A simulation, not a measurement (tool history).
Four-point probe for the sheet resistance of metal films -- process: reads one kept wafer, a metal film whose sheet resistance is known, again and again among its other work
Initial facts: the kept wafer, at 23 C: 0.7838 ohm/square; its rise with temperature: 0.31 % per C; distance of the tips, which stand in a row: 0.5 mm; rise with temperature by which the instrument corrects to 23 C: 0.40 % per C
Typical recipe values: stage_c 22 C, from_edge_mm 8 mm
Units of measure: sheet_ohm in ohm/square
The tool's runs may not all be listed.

{"run": 1, "day": 0.0, "stage_c": 22, "from_edge_mm": 8, "sheet_ohm": 0.782424}
{"run": 2, "day": 5.079, "stage_c": 34, "from_edge_mm": 8, "sheet_ohm": 0.773174}
{"run": 3, "day": 10.483, "stage_c": 34, "from_edge_mm": 8, "sheet_ohm": 0.773164}
{"run": 4, "day": 15.708, "stage_c": 29, "from_edge_mm": 8, "sheet_ohm": 0.775986}
{"run": 5, "day": 20.917, "stage_c": 29, "from_edge_mm": 8, "sheet_ohm": 0.775564}
{"run": 6, "day": 24.062, "stage_c": 22, "from_edge_mm": 8, "sheet_ohm": 0.780449}
{"run": 7, "day": 28.867, "stage_c": 22, "from_edge_mm": 31, "sheet_ohm": 0.778667}
{"run": 8, "day": 34.196, "stage_c": 22, "from_edge_mm": 31, "sheet_ohm": 0.778084}
{"run": 9, "day": 38.721, "stage_c": 26, "from_edge_mm": 3, "sheet_ohm": 0.785996}
{"run": 10, "day": 42.808, "stage_c": 26, "from_edge_mm": 3, "sheet_ohm": 0.785665}
{"run": 11, "day": 46.25, "stage_c": 34, "from_edge_mm": 16, "sheet_ohm": 0.768791}
{"run": 12, "day": 50.858, "stage_c": 19, "from_edge_mm": 11, "sheet_ohm": 0.779411}
{"run": 13, "day": 53.754, "stage_c": 28, "from_edge_mm": 5, "sheet_ohm": 0.776333}
{"run": 14, "day": 57.662, "stage_c": 34, "from_edge_mm": 19, "sheet_ohm": 0.767952}
{"run": 15, "day": 61.617, "stage_c": 27, "from_edge_mm": 8, "sheet_ohm": 0.773594}

Below are 3 alternative next runs, each starting from the tool's condition after run 15. Predict each:
{"run": "A", "day": 66.288, "stage_c": 27, "from_edge_mm": 5, "sheet_ohm": "?"}
{"run": "B", "day": 66.288, "stage_c": 24, "from_edge_mm": 5, "sheet_ohm": "?"}
{"run": "C", "day": 66.288, "stage_c": 21, "from_edge_mm": 52, "sheet_ohm": "?"}

run=A sheet_ohm=0.775734
run=B sheet_ohm=0.77763
run=C sheet_ohm=0.775872
What these runs would have given with no unlogged condition in the tool:
run=A sheet_ohm=0.785031
run=B sheet_ohm=0.786955
run=C sheet_ohm=0.785184

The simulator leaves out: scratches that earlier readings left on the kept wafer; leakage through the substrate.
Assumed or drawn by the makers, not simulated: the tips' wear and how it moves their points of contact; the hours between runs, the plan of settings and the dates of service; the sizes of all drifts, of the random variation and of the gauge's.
